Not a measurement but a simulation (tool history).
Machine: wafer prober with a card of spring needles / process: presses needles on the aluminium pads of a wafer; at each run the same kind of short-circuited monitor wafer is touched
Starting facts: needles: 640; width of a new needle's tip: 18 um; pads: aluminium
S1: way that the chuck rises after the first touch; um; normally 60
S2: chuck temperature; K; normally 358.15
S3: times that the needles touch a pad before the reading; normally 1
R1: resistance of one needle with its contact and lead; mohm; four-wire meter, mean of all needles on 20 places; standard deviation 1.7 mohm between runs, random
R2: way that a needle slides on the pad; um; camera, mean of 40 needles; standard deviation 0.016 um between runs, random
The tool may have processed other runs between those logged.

Run 1, hour 0.0: usual settings. Result: R1 170 mohm, R2 8.23 um.
Run 2, hour 5.7: usual settings. Result: R1 170 mohm, R2 8.22 um.
At hour 6.4: tips cleaned on abrasive film.
At hour 9.1: height of the first contact set anew.
At hour 16.5: tips cleaned on abrasive film.
Run 3, hour 17.9: usual settings but S1 49 um. Result: R1 172 mohm, R2 6.72 um.
At hour 25.9: tips cleaned on abrasive film.
Run 4, hour 29.4: usual settings but S1 49 um. Result: R1 174 mohm, R2 6.73 um.
At hour 35.3: tips cleaned on abrasive film.
Run 5, hour 36.6: usual settings but S1 49 um. Result: R1 173 mohm, R2 6.74 um.
At hour 45.3: tips cleaned on abrasive film.
Run 6, hour 47.1: usual settings but S1 49 um. Result: R1 171 mohm, R2 6.73 um.
At hour 55.0: tips cleaned on abrasive film.
Run 7, hour 58.1: usual settings but S1 49 um. Result: R1 172 mohm, R2 6.70 um.
Run 8, hour 64.1: usual settings but S1 69 um, S2 316.15 K. Result: R1 162 mohm, R2 9.43 um.
At hour 65.0: tips cleaned on abrasive film.
At hour 74.4: tips cleaned on abrasive film.
Run 9, hour 75.2: usual settings but S1 69 um, S2 325.15 K, S3 2. Result: R1 166 mohm, R2 9.46 um.
At hour 83.9: tips cleaned on abrasive film.
Run 10, hour 85.2: usual settings but S1 44 um, S2 359.15 K. Result: R1 174 mohm, R2 6.00 um.
Run 11, hour 90.3: usual settings but S1 44 um, S2 359.15 K. Result: R1 175 mohm, R2 6.04 um.
At hour 93.3: tips cleaned on abrasive film.
Run 12, hour 98.7: usual settings but S1 51 um, S2 345.15 K, S3 2. Result: R1 171 mohm, R2 6.99 um.
At hour 102.7: tips cleaned on abrasive film.
Run 13, hour 105.7: usual settings but S2 317.15 K, S3 2. Result: R1 163 mohm, R2 8.20 um.

4 ways to go on from here, each from the tool as it stands after run 13. What would each give?
At hour 112.2: tips cleaned on abrasive film.
Run A, hour 116.2: usual settings but S2 369.15 K, S3 2. Result: R1 ?, R2 ?.
At hour 112.2: tips cleaned on abrasive film.
Run B, hour 116.2: usual settings but S2 385.15 K, S3 2. Result: R1 ?, R2 ?.
At hour 112.2: tips cleaned on abrasive film.
Run C, hour 116.2: usual settings but S2 315.15 K, S3 2. Result: R1 ?, R2 ?.
At hour 112.2: tips cleaned on abrasive film.
Run D, hour 116.2: usual settings but S1 66 um, S2 352.15 K, S3 2. Result: R1 ?, R2 ?.

run   R1    R2
  A  173  8.21
  B  175  8.17
  C  166  8.23
  D  168  9.03
Without the tool's unlogged condition, the same runs would have read:
run   R1    R2
  A  172  8.25
  B  175  8.21
  C  166  8.27
  D  167  9.07
